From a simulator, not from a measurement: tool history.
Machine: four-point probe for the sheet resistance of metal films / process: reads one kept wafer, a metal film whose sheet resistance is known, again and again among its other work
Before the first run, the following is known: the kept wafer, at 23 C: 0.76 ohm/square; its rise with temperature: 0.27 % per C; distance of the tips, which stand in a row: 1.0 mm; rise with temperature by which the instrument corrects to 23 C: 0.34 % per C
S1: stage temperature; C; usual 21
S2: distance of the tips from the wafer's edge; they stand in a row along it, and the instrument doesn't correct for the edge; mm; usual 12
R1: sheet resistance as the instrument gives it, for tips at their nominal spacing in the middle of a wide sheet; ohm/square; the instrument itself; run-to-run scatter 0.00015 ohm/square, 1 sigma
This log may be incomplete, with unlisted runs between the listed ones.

run,hour,S1,S2,R1
1,0.0,21,12,0.763671
2,40.1,21,12,0.763868
3,79.2,21,12,0.763858
4,142.1,21,12,0.764082
5,181.3,21,12,0.763673
6,264.6,21,12,0.763658
7,318.7,21,12,0.763975
8,390.3,21,12,0.763664
9,427.5,21,12,0.763888
10,480.9,18,12,0.765207
11,555.1,18,12,0.765517
12,595.0,18,12,0.765223
# hour 626.3: stage's thermometer calibrated
13,633.7,18,12,0.765622
14,711.6,21,12,0.764027
15,787.6,21,12,0.763668
16,823.6,21,12,0.763788
17,904.9,21,12,0.763868
18,941.6,21,12,0.763869
19,1016.0,21,12,0.764011
20,1086.9,21,12,0.763723
21,1127.6,18,68,0.762416
22,1196.0,18,68,0.762594
23,1266.2,18,68,0.762868
24,1322.6,26,51,0.758489
25,1408.1,31,51,0.756107
26,1491.2,32,47,0.755686
27,1529.3,22,12,0.763254
28,1602.5,32,4,0.780080
29,1685.5,19,4,0.786766
30,1724.0,27,12,0.760761
31,1762.5,32,12,0.758295
32,1799.0,32,12,0.758253
33,1856.9,32,12,0.758348
34,1901.9,20,25,0.761834
35,1983.5,24,25,0.760051
36,2054.6,24,25,0.759972
37,2133.5,33,12,0.757560

Forecast each of these 4 alternatives for the next run:
A,2173.0,21,4,?
B,2173.0,33,5,?
C,2173.0,28,45,?
D,2173.0,33,12,?

run,R1
A,0.785756
B,0.770818
C,0.757316
D,0.757863
What these runs would have given with no unlogged condition in the tool:
run,R1
A,0.785886
B,0.770945
C,0.757441
D,0.757987

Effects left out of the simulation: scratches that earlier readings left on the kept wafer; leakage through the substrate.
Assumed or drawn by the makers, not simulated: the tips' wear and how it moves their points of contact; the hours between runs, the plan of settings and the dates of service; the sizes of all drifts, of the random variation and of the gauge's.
